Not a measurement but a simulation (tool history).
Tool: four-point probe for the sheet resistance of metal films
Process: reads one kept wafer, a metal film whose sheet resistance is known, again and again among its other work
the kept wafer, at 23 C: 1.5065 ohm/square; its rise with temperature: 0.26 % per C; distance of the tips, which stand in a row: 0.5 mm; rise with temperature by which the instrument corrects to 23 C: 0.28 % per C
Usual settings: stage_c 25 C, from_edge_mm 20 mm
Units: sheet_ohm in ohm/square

run 1 hour=0 | stage_c=25 from_edge_mm=20 | sheet_ohm=1.508697
run 2 hour=16.5 | stage_c=25 from_edge_mm=20 | sheet_ohm=1.509245
run 3 hour=25.6 | stage_c=25 from_edge_mm=20 | sheet_ohm=1.509129
run 4 hour=39.2 | stage_c=25 from_edge_mm=20 | sheet_ohm=1.510026
run 5 hour=59.6 | stage_c=25 from_edge_mm=14 | sheet_ohm=1.509644
run 6 hour=79.7 | stage_c=25 from_edge_mm=20 | sheet_ohm=1.509475
run 7 hour=88.6 | stage_c=25 from_edge_mm=20 | sheet_ohm=1.509573
run 8 hour=97.8 | stage_c=25 from_edge_mm=20 | sheet_ohm=1.510019
run 9 hour=106.6 | stage_c=25 from_edge_mm=20 | sheet_ohm=1.509732
run 10 hour=118.1 | stage_c=25 from_edge_mm=20 | sheet_ohm=1.510204
run 11 hour=130.6 | stage_c=25 from_edge_mm=20 | sheet_ohm=1.509309
run 12 hour=151.3 | stage_c=25 from_edge_mm=20 | sheet_ohm=1.509697
run 13 hour=172.5 | stage_c=21 from_edge_mm=20 | sheet_ohm=1.511307
run 14 hour=186 | stage_c=21 from_edge_mm=20 | sheet_ohm=1.511155
run 15 hour=201.2 | stage_c=25 from_edge_mm=3 | sheet_ohm=1.532121
run 16 hour=211 | stage_c=25 from_edge_mm=15 | sheet_ohm=1.510855
run 17 hour=232.4 | stage_c=25 from_edge_mm=15 | sheet_ohm=1.510588
run 18 hour=250.7 | stage_c=25 from_edge_mm=15 | sheet_ohm=1.510851
run 19 hour=261.7 | stage_c=27 from_edge_mm=15 | sheet_ohm=1.510126
run 20 hour=274.3 | stage_c=25 from_edge_mm=15 | sheet_ohm=1.510946
run 21 hour=294.5 | stage_c=25 from_edge_mm=15 | sheet_ohm=1.511165
run 22 hour=310.6 | stage_c=25 from_edge_mm=15 | sheet_ohm=1.511175
run 23 hour=328.9 | stage_c=25 from_edge_mm=6 | sheet_ohm=1.516255
run 24 hour=342.2 | stage_c=25 from_edge_mm=6 | sheet_ohm=1.515831
run 25 hour=353.8 | stage_c=33 from_edge_mm=20 | sheet_ohm=1.508635
run 26 hour=371.3 | stage_c=18 from_edge_mm=73 | sheet_ohm=1.51279
run 27 hour=389.4 | stage_c=21 from_edge_mm=5 | sheet_ohm=1.519595
run 28 hour=404.5 | stage_c=25 from_edge_mm=4 | sheet_ohm=1.52358
run 29 hour=418.7 | stage_c=25 from_edge_mm=4 | sheet_ohm=1.523492
run 30 hour=435.1 | stage_c=27 from_edge_mm=16 | sheet_ohm=1.511394
run 31 hour=449.4 | stage_c=27 from_edge_mm=16 | sheet_ohm=1.510994
run 32 hour=463.8 | stage_c=26 from_edge_mm=9 | sheet_ohm=1.513074
run 33 hour=482.5 | stage_c=22 from_edge_mm=7 | sheet_ohm=1.516128
run 34 hour=499.6 | stage_c=22 from_edge_mm=7 | sheet_ohm=1.515964
run 35 hour=512.8 | stage_c=22 from_edge_mm=7 | sheet_ohm=1.516412
run 36 hour=525 | stage_c=28 from_edge_mm=8 | sheet_ohm=1.513367
run 37 hour=544.3 | stage_c=28 from_edge_mm=8 | sheet_ohm=1.514128
run 38 hour=563 | stage_c=31 from_edge_mm=6 | sheet_ohm=1.515881
run 39 hour=583.3 | stage_c=25 from_edge_mm=8 | sheet_ohm=1.515296
run 40 hour=598.1 | stage_c=28 from_edge_mm=21 | sheet_ohm=1.511186
run 41 hour=609.3 | stage_c=25 from_edge_mm=54 | sheet_ohm=1.51202
run 42 hour=625.2 | stage_c=31 from_edge_mm=3 | sheet_ohm=1.533124
run 43 hour=640.9 | stage_c=31 from_edge_mm=3 | sheet_ohm=1.532447
run 44 hour=656.1 | stage_c=31 from_edge_mm=3 | sheet_ohm=1.532619
run 45 hour=673.5 | stage_c=19 from_edge_mm=9 | sheet_ohm=1.516226

Measured less the same run without the tool's hidden state. The same run-to-run variation is in both; the gauge's scatter may not be:
The hidden state here: inner tips' distance over the nominal, %; tips' flats over new ones', %; wafer's true temperature over the reading, C; drift of the gauge itself on sheet_ohm, %.
run=1 sheet_ohm=+0.00252
run=2 sheet_ohm=+0.002622
run=3 sheet_ohm=+0.002672
run=4 sheet_ohm=+0.002755
run=5 sheet_ohm=+0.002872
run=6 sheet_ohm=+0.002991
run=7 sheet_ohm=+0.003048
run=8 sheet_ohm=+0.003103
run=9 sheet_ohm=+0.003152
run=10 sheet_ohm=+0.003227
run=11 sheet_ohm=+0.003304
run=12 sheet_ohm=+0.003433
run=13 sheet_ohm=+0.003555
run=14 sheet_ohm=+0.003632
run=15 sheet_ohm=+0.003767
run=16 sheet_ohm=+0.003776
run=17 sheet_ohm=+0.003893
run=18 sheet_ohm=+0.003992
run=19 sheet_ohm=+0.004061
run=20 sheet_ohm=+0.004134
run=21 sheet_ohm=+0.004252
run=22 sheet_ohm=+0.004347
run=23 sheet_ohm=+0.004463
run=24 sheet_ohm=+0.004541
run=25 sheet_ohm=+0.004603
run=26 sheet_ohm=+0.004691
run=27 sheet_ohm=+0.004827
run=28 sheet_ohm=+0.004929
run=29 sheet_ohm=+0.005015
run=30 sheet_ohm=+0.00508
run=31 sheet_ohm=+0.005152
run=32 sheet_ohm=+0.005249
run=33 sheet_ohm=+0.005372
run=34 sheet_ohm=+0.005464
run=35 sheet_ohm=+0.005536
run=36 sheet_ohm=+0.005604
run=37 sheet_ohm=+0.005716
run=38 sheet_ohm=+0.005839
run=39 sheet_ohm=+0.00594
run=40 sheet_ohm=+0.006008
run=41 sheet_ohm=+0.006068
run=42 sheet_ohm=+0.00625
run=43 sheet_ohm=+0.006348
run=44 sheet_ohm=+0.006432
run=45 sheet_ohm=+0.006446
